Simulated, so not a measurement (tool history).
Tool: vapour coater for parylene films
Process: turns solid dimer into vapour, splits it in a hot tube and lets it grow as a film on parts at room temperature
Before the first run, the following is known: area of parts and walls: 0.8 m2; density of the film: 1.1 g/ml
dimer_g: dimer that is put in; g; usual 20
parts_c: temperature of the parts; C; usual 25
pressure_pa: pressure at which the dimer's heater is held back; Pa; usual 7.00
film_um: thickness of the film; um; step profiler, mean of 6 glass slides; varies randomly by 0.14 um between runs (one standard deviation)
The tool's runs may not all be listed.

Run 1, hour 0.0: usual settings. Result: film_um 16.13 um.
Run 2, hour 72.9: usual settings. Result: film_um 16.00 um.
Run 3, hour 139.6: usual settings but parts_c 27 C. Result: film_um 15.25 um.
Run 4, hour 194.4: usual settings but parts_c 27 C. Result: film_um 15.31 um.
Run 5, hour 269.0: usual settings but parts_c 27 C. Result: film_um 14.90 um.
Run 6, hour 323.7: usual settings but parts_c 27 C. Result: film_um 14.84 um.
Run 7, hour 405.1: usual settings but parts_c 17 C. Result: film_um 17.19 um.
Run 8, hour 460.9: usual settings but pressure_pa 5.98 Pa. Result: film_um 15.71 um.
Run 9, hour 505.3: usual settings but dimer_g 11 g. Result: film_um 8.22 um.
Run 10, hour 588.4: usual settings but dimer_g 11 g, pressure_pa 4.16 Pa. Result: film_um 9.07 um.
Run 11, hour 650.9: usual settings but pressure_pa 6.92 Pa. Result: film_um 14.70 um.
At hour 704.4: trap's valve overhauled.
Run 12, hour 725.6: usual settings but pressure_pa 6.92 Pa. Result: film_um 16.60 um.
Run 13, hour 759.8: usual settings. Result: film_um 16.45 um.
Run 14, hour 836.4: usual settings but dimer_g 11 g. Result: film_um 9.07 um.
Run 15, hour 895.3: usual settings but dimer_g 11 g. Result: film_um 9.01 um.
Run 16, hour 976.4: usual settings. Result: film_um 16.23 um.
Run 17, hour 1012.3: usual settings. Result: film_um 16.13 um.
Run 18, hour 1074.6: usual settings but dimer_g 12 g, parts_c 20 C, pressure_pa 3.70 Pa. Result: film_um 11.87 um.
Run 19, hour 1147.1: usual settings but dimer_g 10 g, parts_c 20 C, pressure_pa 3.70 Pa. Result: film_um 9.79 um.
Run 20, hour 1211.4: usual settings but dimer_g 10 g, parts_c 20 C, pressure_pa 3.70 Pa. Result: film_um 9.66 um.
Run 21, hour 1277.1: usual settings but dimer_g 18 g, parts_c 27 C, pressure_pa 4.46 Pa. Result: film_um 14.88 um.
Run 22, hour 1312.7: usual settings but dimer_g 15 g, parts_c 34 C, pressure_pa 5.86 Pa. Result: film_um 10.51 um.
Run 23, hour 1368.9: usual settings but pressure_pa 4.29 Pa. Result: film_um 17.03 um.
Run 24, hour 1418.4: usual settings but pressure_pa 4.29 Pa. Result: film_um 17.02 um.
Run 25, hour 1473.0: usual settings but pressure_pa 4.29 Pa. Result: film_um 16.80 um.
Run 26, hour 1527.3: usual settings but pressure_pa 4.29 Pa. Result: film_um 16.52 um.
Run 27, hour 1563.1: usual settings but dimer_g 32 g, parts_c 31 C, pressure_pa 4.29 Pa. Result: film_um 24.11 um.
Run 28, hour 1620.8: usual settings but dimer_g 11 g, parts_c 19 C. Result: film_um 8.95 um.
Run 29, hour 1673.8: usual settings but dimer_g 11 g, parts_c 19 C. Result: film_um 9.01 um.
Run 30, hour 1730.3: usual settings but dimer_g 8 g, parts_c 18 C, pressure_pa 5.23 Pa. Result: film_um 6.93 um.
At hour 1773.1: trap's valve overhauled.
Run 31, hour 1789.2: usual settings but dimer_g 25 g, parts_c 29 C, pressure_pa 5.23 Pa. Result: film_um 20.45 um.
Run 32, hour 1825.9: usual settings but dimer_g 27 g, parts_c 20 C, pressure_pa 4.11 Pa. Result: film_um 26.67 um.
Run 33, hour 1872.4: usual settings but dimer_g 10 g, parts_c 37 C, pressure_pa 2.55 Pa. Result: film_um 8.12 um.

What if the next run were any one of these 4? Each begins from the tool's condition after run 33:
Run A, hour 1912.5: usual settings but dimer_g 14 g, parts_c 36 C, pressure_pa 3.98 Pa. Result: film_um ?.
Run B, hour 1912.5: usual settings but parts_c 27 C, pressure_pa 10.84 Pa. Result: film_um ?.
Run C, hour 1912.5: usual settings but dimer_g 13 g, pressure_pa 2.10 Pa. Result: film_um ?.
Run D, hour 1912.5: usual settings but pressure_pa 8.89 Pa. Result: film_um ?.

run  film_um
  A    10.69
  B    14.39
  C    13.48
  D    15.61
Stripped of hidden state, with their random variation kept, the same runs would have yielded:
run  film_um
  A    11.12
  B    14.97
  C    14.03
  D    16.25
